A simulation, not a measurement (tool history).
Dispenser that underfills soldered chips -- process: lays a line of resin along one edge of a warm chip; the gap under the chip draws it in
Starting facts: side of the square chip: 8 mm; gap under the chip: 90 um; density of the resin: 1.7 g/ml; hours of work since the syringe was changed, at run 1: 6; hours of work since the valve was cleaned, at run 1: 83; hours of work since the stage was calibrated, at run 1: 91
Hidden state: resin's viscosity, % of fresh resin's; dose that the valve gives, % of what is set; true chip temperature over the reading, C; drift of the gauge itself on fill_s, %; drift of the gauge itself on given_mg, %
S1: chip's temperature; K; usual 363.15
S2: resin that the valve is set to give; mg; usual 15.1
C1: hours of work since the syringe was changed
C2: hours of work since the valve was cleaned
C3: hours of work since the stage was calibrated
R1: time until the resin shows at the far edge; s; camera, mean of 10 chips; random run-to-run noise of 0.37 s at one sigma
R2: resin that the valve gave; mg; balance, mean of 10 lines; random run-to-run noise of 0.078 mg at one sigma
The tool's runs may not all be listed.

run   hour      S1    S2  C1   C2   C3    R1     R2
  1    0.0  363.15  15.1   6   83   91  31.6  14.70
       0.6  -- new syringe of resin
  2    3.1  363.15  15.1   2   85   93  23.3  14.42
  3    9.4  363.15  15.1   6   89   98  30.8  14.48
      11.1  -- new syringe of resin
  4   14.3  374.15  15.1   2   92  101  15.8  14.70
  5   19.2  349.15  15.1   5   96  104  49.0  14.53
      21.3  -- new syringe of resin
  6   22.3  363.15  15.1   1   98  106  21.3  14.57
  7   25.3  363.15  15.1   3  100  108  25.1  14.51
  8   31.1  363.15  15.1   7  103  112  32.3  14.36
      31.8  -- new syringe of resin
  9   36.3  363.15  15.1   3  107  115  24.4  14.43
      42.1  -- new syringe of resin
 10   43.2  363.15  15.1   1  111  119  22.0  14.51
 11   49.1  363.15  17.1   5  115  123  27.6  16.42
      52.5  -- new syringe of resin
 12   54.5  363.15  13.6   1  118  127  23.0  12.98
 13   58.8  363.15  13.6   4  121  129  27.7  12.87
      62.9  -- new syringe of resin
 14   63.6  363.15  13.6   0  124  132  21.8  12.86
      65.8  -- dispensing valve cleaned and set on the balance
 15   68.1  363.15  15.1   3    2  135  24.7  15.08
 16   71.1  374.15  15.1   5    4  137  19.4  15.04
      74.3  -- new syringe of resin
 17   76.8  374.15  15.1   2    7  140  16.1  15.12
 18   82.2  374.15  15.1   5   11  144  19.2  15.01
      84.6  -- new syringe of resin
 19   87.0  355.15  18.7   2   14  147  30.4  18.56
 20   93.7  355.15  18.7   6   18  152  40.9  18.51
      94.9  -- new syringe of resin
 21   97.4  355.15  16.2   2   20  154  30.8  16.09
 22  101.6  355.15  16.2   4   23  157  37.2  16.04
     105.5  -- new syringe of resin
 23  105.5  352.15  18.0   0   26  159  30.4  17.79
 24  112.2  354.15  15.1   4   30  163  39.3  14.89
     115.7  -- new syringe of resin
 25  117.1  354.15  15.1   1   33  167  30.6  14.72
 26  121.0  359.15  13.3   4   36  169  30.3  12.99
 27  124.5  369.15  18.9   6   38  171  23.5  18.47
     125.8  -- new syringe of resin
 28  130.9  369.15  18.9   3   42  176  20.2  18.65
 29  133.7  364.15  15.1   5   44  177  27.6  14.69

What does the tool deliver on the next run?
     136.2  -- new syringe of resin
 30  137.3  364.15  15.1   1  46  180   ?   ?

Run 30 produced R1 20.6 s, R2 14.87 mg.
Without the tool's hidden state the same run would have given R1 19.8 s, R2 15.16 mg.

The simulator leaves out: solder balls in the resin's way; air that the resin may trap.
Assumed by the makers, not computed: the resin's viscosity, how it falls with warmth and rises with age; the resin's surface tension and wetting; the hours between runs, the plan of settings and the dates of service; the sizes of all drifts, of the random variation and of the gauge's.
